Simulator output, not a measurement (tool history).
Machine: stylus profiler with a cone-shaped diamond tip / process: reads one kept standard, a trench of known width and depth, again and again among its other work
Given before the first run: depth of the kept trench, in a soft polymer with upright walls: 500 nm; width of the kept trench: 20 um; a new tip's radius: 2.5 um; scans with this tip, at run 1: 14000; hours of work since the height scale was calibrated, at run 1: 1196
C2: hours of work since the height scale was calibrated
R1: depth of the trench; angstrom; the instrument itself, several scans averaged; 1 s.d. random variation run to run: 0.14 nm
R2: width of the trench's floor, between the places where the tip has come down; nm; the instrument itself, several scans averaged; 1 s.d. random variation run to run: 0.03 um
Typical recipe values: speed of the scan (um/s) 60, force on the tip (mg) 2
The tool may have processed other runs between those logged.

Run 1, hour 0: usual settings; scans with this tip 14000; C2 1196. Result: R1 5046.7 angstrom, R2 15210 nm.
Run 2, hour 35.5: usual settings; scans with this tip 14180; C2 1211. Result: R1 5051.4 angstrom, R2 15190 nm.
Run 3, hour 79: usual settings; scans with this tip 14401; C2 1230. Result: R1 5048.1 angstrom, R2 15240 nm.
Run 4, hour 111.1: usual settings; scans with this tip 14564; C2 1244. Result: R1 5044.4 angstrom, R2 15150 nm.
Run 5, hour 181.6: usual settings but force on the tip (mg) 1.26; scans with this tip 14923; C2 1275. Result: R1 5029.4 angstrom, R2 15150 nm.
Run 6, hour 245.6: usual settings but speed of the scan (um/s) 154; scans with this tip 15248; C2 1303. Result: R1 5045.1 angstrom, R2 14930 nm.
Run 7, hour 316.1: usual settings but speed of the scan (um/s) 154; scans with this tip 15606; C2 1333. Result: R1 5045.9 angstrom, R2 14890 nm.
Run 8, hour 375.2: usual settings; scans with this tip 15906; C2 1359. Result: R1 5045.8 angstrom, R2 15110 nm.
Run 9, hour 429.2: usual settings; scans with this tip 16180; C2 1382. Result: R1 5043.5 angstrom, R2 15060 nm.
Run 10, hour 466.5: usual settings but force on the tip (mg) 1.66; scans with this tip 16370; C2 1398. Result: R1 5037.6 angstrom, R2 15000 nm.
Run 11, hour 514.6: usual settings but speed of the scan (um/s) 126; scans with this tip 16614; C2 1419. Result: R1 5044.5 angstrom, R2 14840 nm.
Run 12, hour 559.3: usual settings; scans with this tip 16841; C2 1439. Result: R1 5043.4 angstrom, R2 14990 nm.
Run 13, hour 622.8: usual settings; scans with this tip 17164; C2 1466. Result: R1 5041.4 angstrom, R2 14930 nm.
Run 14, hour 663.8: usual settings but speed of the scan (um/s) 109; scans with this tip 17372; C2 1484. Result: R1 5044.5 angstrom, R2 14790 nm.
Run 15, hour 734.9: usual settings but force on the tip (mg) 2.1; scans with this tip 17734; C2 1515. Result: R1 5045.5 angstrom, R2 14980 nm.
Run 16, hour 788: usual settings but force on the tip (mg) 2.1; scans with this tip 18003; C2 1538. Result: R1 5044.5 angstrom, R2 14910 nm.
Run 17, hour 847.8: usual settings but speed of the scan (um/s) 135; scans with this tip 18307; C2 1564. Result: R1 5044.3 angstrom, R2 14680 nm.
Run 18, hour 918: usual settings but speed of the scan (um/s) 135; scans with this tip 18664; C2 1594. Result: R1 5040.3 angstrom, R2 14610 nm.
Run 19, hour 987.9: usual settings but speed of the scan (um/s) 135; scans with this tip 19019; C2 1625. Result: R1 5039.2 angstrom, R2 14640 nm.
Run 20, hour 1058: usual settings but speed of the scan (um/s) 135; scans with this tip 19375; C2 1655. Result: R1 5038.1 angstrom, R2 14610 nm.
Run 21, hour 1107.4: usual settings but speed of the scan (um/s) 88, force on the tip (mg) 1.87; scans with this tip 19626; C2 1676. Result: R1 5037.6 angstrom, R2 14610 nm.
Run 22, hour 1157.5: usual settings but speed of the scan (um/s) 18, force on the tip (mg) 4.07; scans with this tip 19880; C2 1698. Result: R1 5081.7 angstrom, R2 14810 nm.
Run 23, hour 1224.9: usual settings but speed of the scan (um/s) 18, force on the tip (mg) 0.8; scans with this tip 20223; C2 1727. Result: R1 5008.8 angstrom, R2 14730 nm.
Run 24, hour 1262.5: usual settings but speed of the scan (um/s) 35, force on the tip (mg) 2.14; scans with this tip 20414; C2 1744. Result: R1 5042.8 angstrom, R2 14750 nm.
Run 25, hour 1330.1: usual settings but speed of the scan (um/s) 35, force on the tip (mg) 2.14; scans with this tip 20757; C2 1773. Result: R1 5040.3 angstrom, R2 14680 nm.
Run 26, hour 1371.2: usual settings but speed of the scan (um/s) 18, force on the tip (mg) 3.4; scans with this tip 20966; C2 1791. Result: R1 5067.6 angstrom, R2 14730 nm.
Run 27, hour 1437.8: usual settings but speed of the scan (um/s) 18, force on the tip (mg) 5.01; scans with this tip 21304; C2 1820. Result: R1 5093.7 angstrom, R2 14690 nm.
Run 28, hour 1469.3: usual settings but speed of the scan (um/s) 143, force on the tip (mg) 3.69; scans with this tip 21464; C2 1834. Result: R1 5069.6 angstrom, R2 14430 nm.
At hour 1474.8: height scale calibrated on a step standard.
Run 29, hour 1510.5: usual settings but speed of the scan (um/s) 15, force on the tip (mg) 4.93; scans with this tip 21671; C2 16. Result: R1 5072.3 angstrom, R2 14650 nm.
Run 30, hour 1553.8: usual settings but speed of the scan (um/s) 36, force on the tip (mg) 5.61; scans with this tip 21891; C2 34. Result: R1 5082.4 angstrom, R2 14650 nm.
Run 31, hour 1618.6: usual settings but speed of the scan (um/s) 65, force on the tip (mg) 1.46; scans with this tip 22220; C2 62. Result: R1 5004.3 angstrom, R2 14500 nm.
Run 32, hour 1684.2: usual settings but speed of the scan (um/s) 189, force on the tip (mg) 2.13; scans with this tip 22553; C2 91. Result: R1 5017 angstrom, R2 14180 nm.
Run 33, hour 1719.8: usual settings but force on the tip (mg) 1.79; scans with this tip 22735; C2 106. Result: R1 5009.9 angstrom, R2 14470 nm.
At hour 1775.7: height scale calibrated on a step standard, once more.
Run 34, hour 1781: usual settings but speed of the scan (um/s) 24; scans with this tip 23043; C2 2. Result: R1 5070.7 angstrom, R2 14540 nm.
Run 35, hour 1834.8: usual settings but speed of the scan (um/s) 19, force on the tip (mg) 2.55; scans with this tip 23316; C2 26. Result: R1 5083 angstrom, R2 14520 nm.
Run 36, hour 1892.5: usual settings but speed of the scan (um/s) 19, force on the tip (mg) 2.55; scans with this tip 23609; C2 51. Result: R1 5084.7 angstrom, R2 14470 nm.
Run 37, hour 1950.3: usual settings but speed of the scan (um/s) 21, force on the tip (mg) 2.55; scans with this tip 23903; C2 76. Result: R1 5079.6 angstrom, R2 14490 nm.
Run 38, hour 1980.4: usual settings but speed of the scan (um/s) 19, force on the tip (mg) 2.78; scans with this tip 24056; C2 89. Result: R1 5083.7 angstrom, R2 14500 nm.
Run 39, hour 2025.9: usual settings but speed of the scan (um/s) 51, force on the tip (mg) 3.73; scans with this tip 24287; C2 109. Result: R1 5102.5 angstrom, R2 14380 nm.
Run 40, hour 2089.9: usual settings but speed of the scan (um/s) 51, force on the tip (mg) 3.73; scans with this tip 24612; C2 136. Result: R1 5098.7 angstrom, R2 14430 nm.

Some steps in R1 between neighbouring runs. How much of each would the tool show without its hidden state too (settings, what came in, random variation), and how much is left for the hidden state, with any gauge scatter that isn't in both results?
Hidden state present: radius of the tip, um; height scale over the true one, %; drift of the gauge itself on depth_nm, %; drift of the gauge itself on floor_um, %.
Run 5 -> 6: speed of the scan (um/s) 60 -> 154, force on the tip (mg) 1.26 -> 2. R1 +15.7 angstrom: hidden state -0.7, all else +16.4.
Run 22 -> 23: force on the tip (mg) 4.07 -> 0.8. R1 -72.9 angstrom: hidden state +0, all else -72.9.
Run 28 -> 29: speed of the scan (um/s) 143 -> 15, force on the tip (mg) 3.69 -> 4.93, height scale calibrated on a step standard. R1 +2.7 angstrom: hidden state -21.5, all else +24.2.
Run 30 -> 31: speed of the scan (um/s) 36 -> 65, force on the tip (mg) 5.61 -> 1.46. R1 -78.1 angstrom: hidden state +0.3, all else -78.4.
Run 33 -> 34: speed of the scan (um/s) 60 -> 24, force on the tip (mg) 1.79 -> 2, height scale calibrated on a step standard, once more. R1 +60.8 angstrom: hidden state +55.3, all else +5.5.
